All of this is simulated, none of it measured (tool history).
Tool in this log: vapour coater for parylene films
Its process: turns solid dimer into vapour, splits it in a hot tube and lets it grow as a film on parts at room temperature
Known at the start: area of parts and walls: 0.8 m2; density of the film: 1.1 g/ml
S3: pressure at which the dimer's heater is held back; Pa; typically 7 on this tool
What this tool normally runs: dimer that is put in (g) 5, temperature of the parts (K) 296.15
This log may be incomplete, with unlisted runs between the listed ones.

Run 1, hour 0: usual settings. Result: thickness of the film (um) 2.88.
Run 2, hour 60.5: usual settings. Result: thickness of the film (um) 2.96.
Run 3, hour 118: usual settings. Result: thickness of the film (um) 2.87.
Run 4, hour 164.7: usual settings. Result: thickness of the film (um) 2.86.
Run 5, hour 206.3: usual settings. Result: thickness of the film (um) 2.92.
Run 6, hour 253.5: usual settings. Result: thickness of the film (um) 2.88.
Run 7, hour 279.3: usual settings. Result: thickness of the film (um) 2.85.
Run 8, hour 322.5: usual settings. Result: thickness of the film (um) 2.9.
Run 9, hour 354.7: usual settings but temperature of the parts (K) 298.15. Result: thickness of the film (um) 2.72.
Run 10, hour 384.3: usual settings but temperature of the parts (K) 298.15. Result: thickness of the film (um) 2.72.
Run 11, hour 439.3: usual settings but temperature of the parts (K) 292.15. Result: thickness of the film (um) 3.26.
Run 12, hour 477.1: usual settings but temperature of the parts (K) 292.15. Result: thickness of the film (um) 3.21.
Run 13, hour 543: usual settings but temperature of the parts (K) 292.15. Result: thickness of the film (um) 3.27.
Run 14, hour 600.4: usual settings but temperature of the parts (K) 288.15. Result: thickness of the film (um) 3.6.
Run 15, hour 641.7: usual settings but temperature of the parts (K) 288.15. Result: thickness of the film (um) 3.57.
Run 16, hour 700.8: usual settings but dimer that is put in (g) 9, temperature of the parts (K) 288.15, S3 6.53 Pa. Result: thickness of the film (um) 6.48.
Run 17, hour 734.7: usual settings but dimer that is put in (g) 2, temperature of the parts (K) 295.15, S3 2.26 Pa. Result: thickness of the film (um) 1.3.
Run 18, hour 769.6: usual settings but dimer that is put in (g) 2, temperature of the parts (K) 295.15, S3 2.26 Pa. Result: thickness of the film (um) 1.29.
Run 19, hour 818.8: usual settings but dimer that is put in (g) 2, temperature of the parts (K) 295.15, S3 2.26 Pa. Result: thickness of the film (um) 1.3.
Run 20, hour 845.3: usual settings but dimer that is put in (g) 4, temperature of the parts (K) 295.15, S3 2.26 Pa. Result: thickness of the film (um) 2.56.
Run 21, hour 888.7: usual settings but dimer that is put in (g) 4, temperature of the parts (K) 295.15, S3 6.52 Pa. Result: thickness of the film (um) 2.4.
Run 22, hour 942: usual settings but dimer that is put in (g) 8. Result: thickness of the film (um) 4.55.
Run 23, hour 969.6: usual settings but temperature of the parts (K) 307.15, S3 2.81 Pa. Result: thickness of the film (um) 2.25.
Run 24, hour 997.6: usual settings but temperature of the parts (K) 295.15, S3 10.08 Pa. Result: thickness of the film (um) 2.92.

Not shown here: 2 entries made in the log between runs. Locate each between two listed runs and compare the hidden state at the listed run before it with the hidden state at the listed run after it:
Run 12 -> run 13: trap's valve overhauled (hour 509.4)
  vapour lost through the trap's worn valve, %: 0.5 -> 0
Run 15 -> run 16: table's thermometer calibrated (hour 685.8)
  vapour lost through the trap's worn valve, %: 0.1 -> 0.2; true temperature of the parts over the reading, C: -0.06 -> 0

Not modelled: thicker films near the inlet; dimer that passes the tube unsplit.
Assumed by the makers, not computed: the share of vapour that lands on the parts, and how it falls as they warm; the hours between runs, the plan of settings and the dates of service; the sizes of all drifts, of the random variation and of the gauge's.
